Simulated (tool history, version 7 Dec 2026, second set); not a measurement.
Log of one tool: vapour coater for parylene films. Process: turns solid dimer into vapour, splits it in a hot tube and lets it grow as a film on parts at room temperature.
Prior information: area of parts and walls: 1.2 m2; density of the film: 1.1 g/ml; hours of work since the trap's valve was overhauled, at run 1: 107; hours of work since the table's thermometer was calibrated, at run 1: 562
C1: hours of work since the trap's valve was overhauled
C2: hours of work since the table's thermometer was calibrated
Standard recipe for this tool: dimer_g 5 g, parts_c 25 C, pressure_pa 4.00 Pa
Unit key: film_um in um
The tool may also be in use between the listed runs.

run 1 hour=0.0 | dimer_g=5 parts_c=25 pressure_pa=4.00 | C1=107 C2=562 | film_um=2.55
run 2 hour=21.2 | dimer_g=5 parts_c=25 pressure_pa=4.00 | C1=125 C2=580 | film_um=2.56
run 3 hour=54.0 | dimer_g=5 parts_c=25 pressure_pa=4.00 | C1=153 C2=608 | film_um=2.57
run 4 hour=78.0 | dimer_g=5 parts_c=25 pressure_pa=4.00 | C1=174 C2=628 | film_um=2.59
run 5 hour=111.1 | dimer_g=4 parts_c=25 pressure_pa=4.00 | C1=202 C2=656 | film_um=2.03
run 6 hour=136.8 | dimer_g=4 parts_c=25 pressure_pa=4.00 | C1=224 C2=678 | film_um=2.04
run 7 hour=162.3 | dimer_g=5 parts_c=25 pressure_pa=4.00 | C1=246 C2=700 | film_um=2.57
run 8 hour=193.2 | dimer_g=5 parts_c=25 pressure_pa=4.00 | C1=272 C2=726 | film_um=2.54
-- hour=231.7 trap's valve overhauled
run 9 hour=233.1 | dimer_g=5 parts_c=25 pressure_pa=5.14 | C1=1 C2=757 | film_um=2.45
run 10 hour=255.2 | dimer_g=5 parts_c=25 pressure_pa=4.00 | C1=20 C2=776 | film_um=2.54
run 11 hour=280.7 | dimer_g=5 parts_c=25 pressure_pa=4.00 | C1=42 C2=797 | film_um=2.57
-- hour=287.0 table's thermometer calibrated
run 12 hour=296.9 | dimer_g=5 parts_c=25 pressure_pa=4.00 | C1=55 C2=8 | film_um=2.58
run 13 hour=331.8 | dimer_g=5 parts_c=35 pressure_pa=4.00 | C1=84 C2=38 | film_um=1.85
run 14 hour=359.3 | dimer_g=5 parts_c=35 pressure_pa=7.59 | C1=108 C2=62 | film_um=1.67
run 15 hour=374.1 | dimer_g=5 parts_c=35 pressure_pa=7.59 | C1=120 C2=74 | film_um=1.69
run 16 hour=396.7 | dimer_g=5 parts_c=35 pressure_pa=7.59 | C1=140 C2=93 | film_um=1.70
run 17 hour=413.1 | dimer_g=5 parts_c=35 pressure_pa=7.59 | C1=154 C2=107 | film_um=1.68
run 18 hour=431.8 | dimer_g=5 parts_c=35 pressure_pa=7.59 | C1=170 C2=123 | film_um=1.69
run 19 hour=446.4 | dimer_g=5 parts_c=35 pressure_pa=7.59 | C1=182 C2=136 | film_um=1.70
run 20 hour=463.7 | dimer_g=5 parts_c=17 pressure_pa=7.59 | C1=197 C2=150 | film_um=3.09
run 21 hour=499.8 | dimer_g=5 parts_c=17 pressure_pa=7.59 | C1=228 C2=181 | film_um=3.06
run 22 hour=532.8 | dimer_g=5 parts_c=17 pressure_pa=7.59 | C1=256 C2=209 | film_um=3.07
run 23 hour=556.2 | dimer_g=5 parts_c=17 pressure_pa=7.59 | C1=276 C2=229 | film_um=3.07
-- hour=591.5 trap's valve overhauled
run 24 hour=596.0 | dimer_g=5 parts_c=17 pressure_pa=7.59 | C1=4 C2=260 | film_um=3.07
run 25 hour=622.2 | dimer_g=5 parts_c=17 pressure_pa=7.59 | C1=26 C2=282 | film_um=3.04
run 26 hour=645.5 | dimer_g=4 parts_c=20 pressure_pa=3.42 | C1=46 C2=302 | film_um=2.50
run 27 hour=669.8 | dimer_g=8 parts_c=32 pressure_pa=4.00 | C1=67 C2=323 | film_um=3.24
run 28 hour=703.3 | dimer_g=2 parts_c=29 pressure_pa=6.99 | C1=95 C2=351 | film_um=0.84
run 29 hour=734.0 | dimer_g=3 parts_c=30 pressure_pa=8.04 | C1=121 C2=377 | film_um=1.19
run 30 hour=765.0 | dimer_g=3 parts_c=30 pressure_pa=8.04 | C1=148 C2=404 | film_um=1.22
run 31 hour=782.6 | dimer_g=3 parts_c=30 pressure_pa=8.04 | C1=163 C2=419 | film_um=1.19
run 32 hour=802.3 | dimer_g=5 parts_c=25 pressure_pa=11.13 | C1=180 C2=436 | film_um=2.22
run 33 hour=837.4 | dimer_g=5 parts_c=23 pressure_pa=10.18 | C1=209 C2=465 | film_um=2.41
run 34 hour=853.4 | dimer_g=5 parts_c=23 pressure_pa=10.18 | C1=223 C2=479 | film_um=2.43
run 35 hour=883.5 | dimer_g=5 parts_c=19 pressure_pa=7.60 | C1=249 C2=505 | film_um=2.84
run 36 hour=917.3 | dimer_g=5 parts_c=23 pressure_pa=7.60 | C1=277 C2=533 | film_um=2.53
-- hour=949.7 trap's valve overhauled
run 37 hour=950.4 | dimer_g=4 parts_c=26 pressure_pa=4.65 | C1=1 C2=558 | film_um=1.95
run 38 hour=982.6 | dimer_g=4 parts_c=22 pressure_pa=4.65 | C1=28 C2=586 | film_um=2.21
run 39 hour=1004.1 | dimer_g=3 parts_c=30 pressure_pa=4.00 | C1=46 C2=604 | film_um=1.31
run 40 hour=1032.5 | dimer_g=4 parts_c=21 pressure_pa=4.00 | C1=70 C2=628 | film_um=2.33
run 41 hour=1067.3 | dimer_g=4 parts_c=21 pressure_pa=4.00 | C1=100 C2=658 | film_um=2.33
run 42 hour=1091.6 | dimer_g=4 parts_c=21 pressure_pa=4.00 | C1=121 C2=679 | film_um=2.33
run 43 hour=1107.9 | dimer_g=4 parts_c=21 pressure_pa=4.00 | C1=135 C2=692 | film_um=2.36
run 44 hour=1124.3 | dimer_g=5 parts_c=19 pressure_pa=4.00 | C1=149 C2=706 | film_um=3.11
run 45 hour=1141.8 | dimer_g=6 parts_c=25 pressure_pa=2.21 | C1=164 C2=721 | film_um=3.31
run 46 hour=1172.2 | dimer_g=6 parts_c=25 pressure_pa=2.21 | C1=190 C2=747 | film_um=3.32
run 47 hour=1190.7 | dimer_g=5 parts_c=35 pressure_pa=5.05 | C1=205 C2=763 | film_um=1.80
run 48 hour=1205.4 | dimer_g=2 parts_c=23 pressure_pa=4.00 | C1=218 C2=775 | film_um=1.09

Here are 3 independent what-if runs from the current tool condition. What would each one return?
run A hour=1228.9 | dimer_g=2 parts_c=23 pressure_pa=5.30 | C1=238 C2=796 | film_um=?
run B hour=1228.9 | dimer_g=2 parts_c=19 pressure_pa=3.13 | C1=238 C2=796 | film_um=?
run C hour=1228.9 | dimer_g=2 parts_c=22 pressure_pa=2.98 | C1=238 C2=796 | film_um=?

run=A film_um=1.06
run=B film_um=1.29
run=C film_um=1.16
Take away the tool's hidden state, keep each run's random variation, and the runs would have read:
run=A film_um=1.06
run=B film_um=1.29
run=C film_um=1.16

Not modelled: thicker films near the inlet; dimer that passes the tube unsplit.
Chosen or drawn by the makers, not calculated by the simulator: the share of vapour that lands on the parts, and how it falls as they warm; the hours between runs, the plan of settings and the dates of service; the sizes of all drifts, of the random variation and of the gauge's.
